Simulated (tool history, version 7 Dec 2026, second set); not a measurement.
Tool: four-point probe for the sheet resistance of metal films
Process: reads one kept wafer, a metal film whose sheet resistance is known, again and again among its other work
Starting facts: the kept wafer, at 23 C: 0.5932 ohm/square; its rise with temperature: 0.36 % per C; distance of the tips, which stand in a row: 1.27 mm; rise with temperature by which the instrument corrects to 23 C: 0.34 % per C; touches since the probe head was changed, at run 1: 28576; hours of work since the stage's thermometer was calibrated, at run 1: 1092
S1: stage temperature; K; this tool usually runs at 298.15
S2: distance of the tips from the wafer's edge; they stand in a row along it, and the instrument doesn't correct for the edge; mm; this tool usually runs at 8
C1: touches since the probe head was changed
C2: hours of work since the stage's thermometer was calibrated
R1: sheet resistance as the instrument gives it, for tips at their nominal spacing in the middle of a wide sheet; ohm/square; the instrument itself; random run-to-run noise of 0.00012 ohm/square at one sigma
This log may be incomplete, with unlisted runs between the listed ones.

{"run": 1, "hour": 0.0, "S1": 298.15, "S2": 8, "C1": 28576, "C2": 1092, "R1": 0.604937}
{"run": 2, "hour": 66.8, "S1": 298.15, "S2": 8, "C1": 30753, "C2": 1132, "R1": 0.605267}
{"run": 3, "hour": 118.8, "S1": 298.15, "S2": 8, "C1": 32447, "C2": 1163, "R1": 0.605269}
{"run": 4, "hour": 159.0, "S1": 298.15, "S2": 3, "C1": 33757, "C2": 1186, "R1": 0.649117}
{"run": 5, "hour": 222.6, "S1": 298.15, "S2": 30, "C1": 35831, "C2": 1224, "R1": 0.597969}
{"run": 6, "hour": 283.5, "S1": 298.15, "S2": 30, "C1": 37815, "C2": 1260, "R1": 0.597653}
{"run": 7, "hour": 338.6, "S1": 293.15, "S2": 59, "C1": 39610, "C2": 1293, "R1": 0.596971}
{"run": 8, "hour": 394.3, "S1": 299.15, "S2": 7, "C1": 41427, "C2": 1326, "R1": 0.607791}
{"run": 9, "hour": 443.5, "S1": 298.15, "S2": 4, "C1": 43029, "C2": 1355, "R1": 0.627896}
{"run": 10, "hour": 474.4, "S1": 299.15, "S2": 8, "C1": 44036, "C2": 1374, "R1": 0.605554}

Branching from run 10: 4 alternative next runs. What would each branch give?
{"run": "A", "hour": 534.7, "S1": 298.15, "S2": 11, "C1": 46002, "C2": 1409, "R1": "?"}
{"run": "B", "hour": 534.7, "S1": 307.15, "S2": 44, "C1": 46002, "C2": 1409, "R1": "?"}
{"run": "C", "hour": 534.7, "S1": 292.15, "S2": 8, "C1": 46002, "C2": 1409, "R1": "?"}
{"run": "D", "hour": 534.7, "S1": 304.15, "S2": 29, "C1": 46002, "C2": 1409, "R1": "?"}

run=A R1=0.601560
run=B R1=0.598783
run=C R1=0.604848
run=D R1=0.598731
Without the tool's hidden state the same runs would have given:
run=A R1=0.597510
run=B R1=0.594722
run=C R1=0.600797
run=D R1=0.594680
